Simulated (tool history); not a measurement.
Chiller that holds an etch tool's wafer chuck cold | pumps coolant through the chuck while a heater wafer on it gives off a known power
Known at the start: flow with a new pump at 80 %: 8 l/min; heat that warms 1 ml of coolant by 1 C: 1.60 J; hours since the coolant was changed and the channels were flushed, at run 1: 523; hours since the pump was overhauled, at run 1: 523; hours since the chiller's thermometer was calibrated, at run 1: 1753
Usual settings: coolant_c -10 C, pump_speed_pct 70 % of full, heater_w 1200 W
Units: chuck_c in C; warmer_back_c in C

| run | hour | coolant_c | pump_speed_pct | heater_w | hours since the coolant was changed and the channels were flushed | hours since the pump was overhauled | hours since the chiller's thermometer was calibrated | chuck_c | warmer_back_c |
|---|---|---|---|---|---|---|---|---|---|
| 1 | 0.0 | -10 | 70 | 1200 | 523 | 523 | 1753 | 6.2 | 6.51 |
| 2 | 29.8 | -11 | 70 | 1200 | 553 | 553 | 1783 | 4.9 | 6.56 |
| 3 | 79.9 | -11 | 70 | 1200 | 603 | 603 | 1833 | 5.0 | 6.56 |
| 4 | 103.3 | -11 | 70 | 1200 | 627 | 627 | 1856 | 5.0 | 6.59 |
| 5 | 125.8 | -11 | 70 | 1200 | 649 | 649 | 1879 | 5.3 | 6.61 |
| 6 | 149.8 | -11 | 70 | 1200 | 673 | 673 | 1903 | 5.2 | 6.57 |
| 7 | 195.8 | -11 | 70 | 1200 | 719 | 719 | 1949 | 5.2 | 6.66 |
| 8 | 243.7 | -11 | 70 | 1200 | 767 | 767 | 1997 | 5.1 | 6.65 |
| 9 | 284.2 | -11 | 70 | 1200 | 808 | 808 | 2037 | 5.0 | 6.71 |
| 10 | 308.7 | -10 | 70 | 1200 | 832 | 832 | 2062 | 6.2 | 6.66 |
| 11 | 345.0 | -10 | 70 | 1200 | 868 | 868 | 2098 | 6.1 | 6.67 |
| 12 | 367.1 | -10 | 70 | 1200 | 890 | 890 | 2120 | 6.2 | 6.68 |
| 13 | 397.8 | -10 | 70 | 1200 | 921 | 921 | 2151 | 6.0 | 6.75 |
| 14 | 421.2 | -10 | 61 | 1200 | 945 | 945 | 2174 | 8.2 | 7.82 |
| 15 | 456.3 | -10 | 61 | 1200 | 980 | 980 | 2209 | 8.1 | 7.82 |
| 16 | 493.1 | -10 | 61 | 1200 | 1016 | 1016 | 2246 | 8.0 | 7.86 |
| 17 | 525.3 | -10 | 61 | 1200 | 1049 | 1049 | 2278 | 8.2 | 7.86 |
| 18 | 552.4 | -10 | 61 | 1200 | 1076 | 1076 | 2305 | 8.2 | 7.90 |
| 19 | 573.0 | -18 | 91 | 1782 | 1096 | 1096 | 2326 | 1.2 | 7.50 |
| 20 | 620.2 | -18 | 91 | 1782 | 1144 | 1144 | 2373 | 1.0 | 7.49 |
| 21 | 662.0 | -20 | 70 | 1487 | 1185 | 1185 | 2415 | -0.1 | 8.41 |
| 22 | 710.2 | -20 | 70 | 1487 | 1234 | 1234 | 2463 | 0.0 | 8.38 |
| 23 | 738.1 | -6 | 91 | 688 | 1261 | 1261 | 2491 | 1.4 | 3.12 |
| 24 | 784.4 | -17 | 84 | 884 | 1308 | 1308 | 2537 | -6.9 | 4.25 |
| 25 | 816.8 | -5 | 61 | 1200 | 1340 | 1340 | 2570 | 13.2 | 8.03 |
|  | 837.8 | chiller's thermometer calibrated |
| 26 | 858.2 | -5 | 61 | 1200 | 1381 | 1381 | 20 | 13.4 | 8.05 |
| 27 | 894.9 | -17 | 61 | 1542 | 1417 | 1417 | 57 | 6.3 | 10.20 |
| 28 | 929.4 | -15 | 68 | 1695 | 1452 | 1452 | 92 | 8.4 | 9.96 |
| 29 | 957.9 | -15 | 68 | 1064 | 1480 | 1480 | 120 | -0.4 | 6.44 |
| 30 | 986.3 | -9 | 70 | 1051 | 1509 | 1509 | 148 | 5.3 | 6.14 |
|  | 1005.5 | gauge calibrated |
| 31 | 1011.9 | -10 | 70 | 937 | 1534 | 1534 | 174 | 2.5 | 5.12 |

Forecast each of these 3 alternatives for the next run:
| A | 1054.1 | -15 | 86 | 1330 | 1577 | 1577 | 216 | ? | ? |
| B | 1054.1 | -10 | 82 | 937 | 1577 | 1577 | 216 | ? | ? |
| C | 1054.1 | -12 | 68 | 1677 | 1577 | 1577 | 216 | ? | ? |

| run | chuck_c | warmer_back_c |
|---|---|---|
| A | 0.1 | 5.77 |
| B | 1.0 | 4.37 |
| C | 11.1 | 9.46 |
Without the tool's hidden state the same runs would have given:
| run | chuck_c | warmer_back_c |
|---|---|---|
| A | 0.1 | 5.75 |
| B | 1.0 | 4.35 |
| C | 11.1 | 9.44 |
